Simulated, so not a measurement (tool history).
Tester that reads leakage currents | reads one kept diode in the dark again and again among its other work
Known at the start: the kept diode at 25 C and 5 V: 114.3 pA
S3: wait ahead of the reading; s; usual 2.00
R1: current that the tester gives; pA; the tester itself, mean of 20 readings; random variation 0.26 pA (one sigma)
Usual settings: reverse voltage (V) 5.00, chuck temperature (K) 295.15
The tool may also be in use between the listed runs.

Run 1, hour 0.0: usual settings. Result: R1 85.95 pA.
Run 2, hour 26.0: usual settings but chuck temperature (K) 326.15. Result: R1 1301.94 pA.
Run 3, hour 47.1: usual settings. Result: R1 85.36 pA.
At hour 69.8: probe card cleaned and baked.
Run 4, hour 69.8: usual settings. Result: R1 81.47 pA.
Run 5, hour 87.7: usual settings but S3 8.15 s. Result: R1 81.38 pA.
Run 6, hour 127.1: usual settings but S3 4.87 s. Result: R1 80.59 pA.
Run 7, hour 158.2: usual settings but S3 4.87 s. Result: R1 80.83 pA.
Run 8, hour 175.3: usual settings but S3 0.48 s. Result: R1 81.31 pA.
Run 9, hour 205.2: usual settings but S3 0.48 s. Result: R1 81.09 pA.
Run 10, hour 226.5: usual settings but S3 0.48 s. Result: R1 80.79 pA.
Run 11, hour 266.4: usual settings but S3 0.48 s. Result: R1 79.80 pA.
Run 12, hour 295.7: usual settings. Result: R1 79.65 pA.
Run 13, hour 334.4: usual settings but reverse voltage (V) 14.25. Result: R1 140.76 pA.
Run 14, hour 357.2: usual settings. Result: R1 79.28 pA.
Run 15, hour 380.3: usual settings. Result: R1 79.03 pA.
Run 16, hour 400.2: usual settings. Result: R1 78.66 pA.
Run 17, hour 422.7: usual settings. Result: R1 79.05 pA.
Run 18, hour 463.5: usual settings but reverse voltage (V) 5.94. Result: R1 86.39 pA.
Run 19, hour 494.9: usual settings but S3 7.29 s. Result: R1 77.87 pA.
Run 20, hour 535.0: usual settings but S3 7.29 s. Result: R1 78.09 pA.
Run 21, hour 560.4: usual settings but S3 7.29 s. Result: R1 77.61 pA.
Run 22, hour 599.2: usual settings but reverse voltage (V) 6.73, chuck temperature (K) 294.15, S3 0.52 s. Result: R1 82.95 pA.
Run 23, hour 629.0: usual settings but reverse voltage (V) 1.93, chuck temperature (K) 304.15. Result: R1 108.04 pA.
Run 24, hour 663.7: usual settings but reverse voltage (V) 1.55, chuck temperature (K) 304.15. Result: R1 95.68 pA.
Run 25, hour 704.4: usual settings but reverse voltage (V) 1.55, chuck temperature (K) 304.15. Result: R1 94.87 pA.
Run 26, hour 733.7: usual settings but chuck temperature (K) 307.15. Result: R1 237.02 pA.
Run 27, hour 773.2: usual settings but reverse voltage (V) 3.21, chuck temperature (K) 315.15, S3 7.17 s. Result: R1 376.08 pA.

The next listed run, before its measurement:
Run 28, hour 796.0: usual settings but reverse voltage (V) 1.60, chuck temperature (K) 303.15, S3 4.81 s. Result: R1 ?.

Run 28 gave R1 87.23 pA.
Without the tool's hidden state the same run would have given R1 98.54 pA.
